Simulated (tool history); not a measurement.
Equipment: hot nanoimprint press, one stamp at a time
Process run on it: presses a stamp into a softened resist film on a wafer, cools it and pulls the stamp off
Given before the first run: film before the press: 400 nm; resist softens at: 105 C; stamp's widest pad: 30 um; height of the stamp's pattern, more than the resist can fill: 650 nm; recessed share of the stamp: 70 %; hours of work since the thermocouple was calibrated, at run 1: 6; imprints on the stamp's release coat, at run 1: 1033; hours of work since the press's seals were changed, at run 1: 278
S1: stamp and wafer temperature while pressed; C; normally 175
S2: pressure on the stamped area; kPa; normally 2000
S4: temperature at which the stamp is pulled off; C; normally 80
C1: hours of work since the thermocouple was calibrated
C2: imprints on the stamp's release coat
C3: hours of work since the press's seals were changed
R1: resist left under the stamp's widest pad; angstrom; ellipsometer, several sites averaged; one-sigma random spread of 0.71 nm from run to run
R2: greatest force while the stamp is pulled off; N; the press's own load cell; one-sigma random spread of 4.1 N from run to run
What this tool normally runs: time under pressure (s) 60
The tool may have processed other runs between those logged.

run 1 day=0.000 | S1=175 S2=2000 time_under_pressure_(s)=60 S4=80 | C1=6 C2=1033 C3=278 | R1=2244 R2=202
run 2 day=2.204 | S1=175 S2=2000 time_under_pressure_(s)=60 S4=80 | C1=28 C2=1168 C3=300 | R1=2241 R2=197
run 3 day=4.358 | S1=175 S2=2000 time_under_pressure_(s)=60 S4=80 | C1=49 C2=1300 C3=321 | R1=2238 R2=192
run 4 day=5.950 | S1=180 S2=2000 time_under_pressure_(s)=60 S4=80 | C1=65 C2=1398 C3=337 | R1=1894 R2=199
run 5 day=7.242 | S1=180 S2=2000 time_under_pressure_(s)=60 S4=80 | C1=78 C2=1477 C3=350 | R1=1877 R2=202
run 6 day=9.329 | S1=180 S2=2000 time_under_pressure_(s)=60 S4=80 | C1=98 C2=1605 C3=371 | R1=1898 R2=201
run 7 day=10.583 | S1=180 S2=2450 time_under_pressure_(s)=60 S4=80 | C1=111 C2=1682 C3=383 | R1=1730 R2=193
run 8 day=12.638 | S1=180 S2=2450 time_under_pressure_(s)=60 S4=80 | C1=131 C2=1808 C3=403 | R1=1719 R2=194
run 9 day=13.700 | S1=175 S2=2000 time_under_pressure_(s)=60 S4=80 | C1=141 C2=1873 C3=414 | R1=2242 R2=200
run 10 day=15.462 | S1=175 S2=2000 time_under_pressure_(s)=60 S4=80 | C1=159 C2=1982 C3=431 | R1=2237 R2=205
run 11 day=16.767 | S1=175 S2=2420 time_under_pressure_(s)=60 S4=80 | C1=172 C2=2061 C3=444 | R1=2081 R2=208
run 12 day=18.712 | S1=175 S2=2420 time_under_pressure_(s)=60 S4=80 | C1=191 C2=2181 C3=463 | R1=2090 R2=204
run 13 day=20.100 | S1=172 S2=2000 time_under_pressure_(s)=60 S4=74 | C1=205 C2=2266 C3=477 | R1=2468 R2=241
-- day=21.775 stamp cleaned and given a new release coat
run 14 day=22.417 | S1=172 S2=2000 time_under_pressure_(s)=60 S4=74 | C1=225 C2=40 C3=497 | R1=2469 R2=228
run 15 day=24.071 | S1=175 S2=1810 time_under_pressure_(s)=60 S4=80 | C1=241 C2=141 C3=513 | R1=2322 R2=198
run 16 day=25.671 | S1=175 S2=1810 time_under_pressure_(s)=60 S4=80 | C1=257 C2=239 C3=529 | R1=2316 R2=199
run 17 day=27.504 | S1=179 S2=3120 time_under_pressure_(s)=40 S4=71 | C1=275 C2=352 C3=547 | R1=1883 R2=239
run 18 day=29.188 | S1=175 S2=1950 time_under_pressure_(s)=60 S4=80 | C1=292 C2=455 C3=564 | R1=2248 R2=206
run 19 day=30.804 | S1=175 S2=1950 time_under_pressure_(s)=60 S4=80 | C1=308 C2=554 C3=580 | R1=2267 R2=201
run 20 day=32.662 | S1=167 S2=1950 time_under_pressure_(s)=60 S4=80 | C1=326 C2=668 C3=598 | R1=2850 R2=206
-- day=33.012 plate thermocouple calibrated
run 21 day=34.671 | S1=167 S2=1950 time_under_pressure_(s)=60 S4=80 | C1=16 C2=783 C3=617 | R1=2845 R2=204
run 22 day=36.700 | S1=167 S2=1950 time_under_pressure_(s)=61 S4=80 | C1=36 C2=908 C3=637 | R1=2832 R2=198
run 23 day=38.862 | S1=175 S2=2050 time_under_pressure_(s)=60 S4=80 | C1=58 C2=1040 C3=658 | R1=2212 R2=193
run 24 day=40.333 | S1=175 S2=2050 time_under_pressure_(s)=60 S4=80 | C1=72 C2=1131 C3=673 | R1=2202 R2=203

Each row is a separate what-if for the run after 24, all from the same tool condition, not one after another. Results?
run A day=41.550 | S1=168 S2=2050 time_under_pressure_(s)=60 S4=75 | C1=84 C2=1205 C3=685 | R1=? R2=?
run B day=41.550 | S1=175 S2=2000 time_under_pressure_(s)=66 S4=80 | C1=84 C2=1205 C3=685 | R1=? R2=?
run C day=41.550 | S1=175 S2=1580 time_under_pressure_(s)=60 S4=80 | C1=84 C2=1205 C3=685 | R1=? R2=?
run D day=41.550 | S1=172 S2=2000 time_under_pressure_(s)=60 S4=80 | C1=84 C2=1205 C3=685 | R1=? R2=?
run E day=41.550 | S1=175 S2=2560 time_under_pressure_(s)=103 S4=80 | C1=84 C2=1205 C3=685 | R1=? R2=?

run=A R1=2725 R2=221
run=B R1=2147 R2=200
run=C R1=2400 R2=197
run=D R1=2437 R2=200
run=E R1=1646 R2=198
The same runs, with their run-to-run variation unchanged, on a tool lacking any hidden condition would have given:
run=A R1=2762 R2=219
run=B R1=2177 R2=198
run=C R1=2433 R2=195
run=D R1=2471 R2=198
run=E R1=1669 R2=197

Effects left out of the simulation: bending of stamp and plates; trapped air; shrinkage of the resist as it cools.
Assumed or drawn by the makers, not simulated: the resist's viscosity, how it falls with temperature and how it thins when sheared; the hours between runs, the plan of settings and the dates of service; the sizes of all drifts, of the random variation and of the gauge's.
